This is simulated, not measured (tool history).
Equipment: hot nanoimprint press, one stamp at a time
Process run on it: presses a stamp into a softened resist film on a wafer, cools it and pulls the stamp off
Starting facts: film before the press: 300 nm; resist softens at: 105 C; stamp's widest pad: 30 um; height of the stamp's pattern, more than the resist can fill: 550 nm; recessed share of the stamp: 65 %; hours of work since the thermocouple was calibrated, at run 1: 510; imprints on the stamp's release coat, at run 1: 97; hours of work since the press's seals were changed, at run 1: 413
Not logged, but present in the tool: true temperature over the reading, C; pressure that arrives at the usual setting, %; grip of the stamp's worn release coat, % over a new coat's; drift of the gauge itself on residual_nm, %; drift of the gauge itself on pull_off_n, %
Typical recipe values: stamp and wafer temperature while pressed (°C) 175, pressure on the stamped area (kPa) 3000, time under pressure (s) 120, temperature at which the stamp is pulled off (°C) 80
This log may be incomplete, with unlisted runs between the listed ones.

| run | day | stamp and wafer temperature while pressed (°C) | pressure on the stamped area (kPa) | time under pressure (s) | temperature at which the stamp is pulled off (°C) | hours of work since the thermocouple was calibrated | imprints on the stamp's release coat | hours of work since the press's seals were changed | resist left under the stamp's widest pad (nm) | greatest force while the stamp is pulled off (N) |
|---|---|---|---|---|---|---|---|---|---|---|
| 1 | 0 | 175 | 3000 | 120 | 80 | 510 | 97 | 413 | 128.4 | 174 |
| 2 | 1.142 | 175 | 3000 | 120 | 80 | 523 | 162 | 426 | 127.9 | 174 |
| 3 | 2.375 | 175 | 3000 | 120 | 80 | 537 | 233 | 440 | 128.6 | 173 |
|  | 3.304 | plate thermocouple calibrated |
| 4 | 3.85 | 175 | 3000 | 120 | 80 | 6 | 310 | 455 | 127.4 | 172 |
| 5 | 4.704 | 175 | 3000 | 104 | 80 | 16 | 358 | 465 | 135.4 | 171 |
| 6 | 5.842 | 175 | 3000 | 104 | 80 | 29 | 423 | 478 | 134.7 | 172 |
| 7 | 6.708 | 175 | 3000 | 120 | 80 | 39 | 473 | 488 | 129.2 | 171 |
| 8 | 7.788 | 175 | 3000 | 120 | 80 | 51 | 535 | 500 | 126.7 | 172 |
| 9 | 9.221 | 175 | 3000 | 120 | 80 | 67 | 616 | 516 | 128.8 | 173 |
| 10 | 10.096 | 175 | 3870 | 120 | 80 | 77 | 666 | 526 | 113.8 | 172 |
|  | 11.188 | stamp cleaned and given a new release coat |
| 11 | 11.196 | 175 | 2780 | 120 | 76 | 87 | 1 | 536 | 134.7 | 182 |
| 12 | 11.846 | 172 | 1850 | 131 | 79 | 95 | 38 | 543 | 174.1 | 173 |
| 13 | 13.171 | 175 | 2020 | 120 | 75 | 110 | 114 | 559 | 154.4 | 185 |
| 14 | 14.112 | 176 | 4540 | 85 | 81 | 120 | 168 | 569 | 116.8 | 170 |
| 15 | 15.338 | 183 | 3000 | 120 | 80 | 134 | 237 | 583 | 91.2 | 171 |
| 16 | 16.183 | 169 | 2270 | 86 | 81 | 144 | 286 | 593 | 203.7 | 168 |

Each row is a separate what-if for the run after 16, all from the same tool condition, not one after another. Results?
| A | 17.775 | 178 | 3000 | 120 | 80 | 162 | 377 | 611 | ? | ? |
| B | 17.775 | 175 | 3000 | 120 | 78 | 162 | 377 | 611 | ? | ? |
| C | 17.775 | 184 | 2270 | 86 | 81 | 162 | 377 | 611 | ? | ? |

| run | resist left under the stamp's widest pad (nm) | greatest force while the stamp is pulled off (N) |
|---|---|---|
| A | 114.8 | 170 |
| B | 129.6 | 175 |
| C | 115.8 | 169 |
Without the tool's unlogged condition, the same runs would have read:
| run | resist left under the stamp's widest pad (nm) | greatest force while the stamp is pulled off (N) |
|---|---|---|
| A | 112.5 | 170 |
| B | 127.1 | 175 |
| C | 113.6 | 168 |
